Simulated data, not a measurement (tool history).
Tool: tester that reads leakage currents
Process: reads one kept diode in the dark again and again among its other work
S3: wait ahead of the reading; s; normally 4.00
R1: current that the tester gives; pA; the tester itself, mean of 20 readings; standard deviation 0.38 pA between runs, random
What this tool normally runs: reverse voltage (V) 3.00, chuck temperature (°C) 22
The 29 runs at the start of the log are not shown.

{"run": 30, "hour": 2617.3, "reverse voltage (V)": 9.28, "chuck temperature (°C)": 22, "S3": 1.12, "R1": 197.67}
{"run": 31, "hour": 2720.9, "reverse voltage (V)": 9.28, "chuck temperature (°C)": 22, "S3": 1.12, "R1": 197.35}
{"run": 32, "hour": 2790.5, "reverse voltage (V)": 3.0, "chuck temperature (°C)": 48, "S3": 2.37, "R1": 819.17}
{"run": 33, "hour": 2891.6, "reverse voltage (V)": 3.0, "chuck temperature (°C)": 48, "S3": 2.37, "R1": 813.41}
{"run": 34, "hour": 2949.6, "reverse voltage (V)": 2.15, "chuck temperature (°C)": 48, "S3": 0.43, "R1": 710.0}
{"run": 35, "hour": 3015.8, "reverse voltage (V)": 2.15, "chuck temperature (°C)": 48, "S3": 0.43, "R1": 705.34}
{"run": 36, "hour": 3071.3, "reverse voltage (V)": 5.66, "chuck temperature (°C)": 43, "S3": 1.03, "R1": 746.42}
{"run": 37, "hour": 3160.0, "reverse voltage (V)": 7.59, "chuck temperature (°C)": 21, "S3": 7.04, "R1": 166.11}
{"run": 38, "hour": 3235.6, "reverse voltage (V)": 7.59, "chuck temperature (°C)": 21, "S3": 1.27, "R1": 168.54}
{"run": 39, "hour": 3300.6, "reverse voltage (V)": 1.09, "chuck temperature (°C)": 22, "S3": 8.28, "R1": 77.33}

Below are 3 alternative next runs, each starting from the tool's condition after run 39. Predict each:
{"run": "A", "hour": 3417.6, "reverse voltage (V)": 1.66, "chuck temperature (°C)": 22, "S3": 1.18, "R1": "?"}
{"run": "B", "hour": 3417.6, "reverse voltage (V)": 14.17, "chuck temperature (°C)": 58, "S3": 7.27, "R1": "?"}
{"run": "C", "hour": 3417.6, "reverse voltage (V)": 3.0, "chuck temperature (°C)": 28, "S3": 4.0, "R1": "?"}

run=A R1=92.52
run=B R1=2977.84
run=C R1=189.62
Stripped of hidden state, with their random variation kept, the same runs would have yielded:
run=A R1=98.24
run=B R1=3164.25
run=C R1=201.26
